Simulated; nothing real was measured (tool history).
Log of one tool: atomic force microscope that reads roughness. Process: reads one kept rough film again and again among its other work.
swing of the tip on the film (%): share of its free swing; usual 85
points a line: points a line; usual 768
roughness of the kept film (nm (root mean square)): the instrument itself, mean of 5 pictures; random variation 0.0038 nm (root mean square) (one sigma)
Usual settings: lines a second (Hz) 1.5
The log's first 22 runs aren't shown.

run,day,lines a second (Hz),swing of the tip on the film (%),points a line,pictures with this tip,hours of work since the height scale was calibrated,roughness of the kept film (nm (root mean square))
23,7.792,1.28,70,854,125,297,1.877
24,8.062,1.59,56,799,135,301,1.927
25,8.362,2.93,58,344,145,306,1.864
26,8.583,2.93,58,344,153,309,1.858
27,9.029,0.94,74,287,169,316,1.869
28,9.542,0.97,67,257,188,323,1.895
29,9.912,1.22,65,887,201,329,1.887
30,10.3,1.22,65,887,215,335,1.885
31,10.529,1.22,65,887,223,338,1.889
32,10.871,0.71,70,639,235,343,1.89
# day 11.121: new tip fitted
33,11.225,1.5,87,682,4,348,1.746

Forecast run 34:
34,11.738,1.76,87,787,22,356,?

Run 34 gave roughness of the kept film (nm (root mean square)) 1.699.
Without the tool's hidden state the same run would have given roughness of the kept film (nm (root mean square)) 1.708.
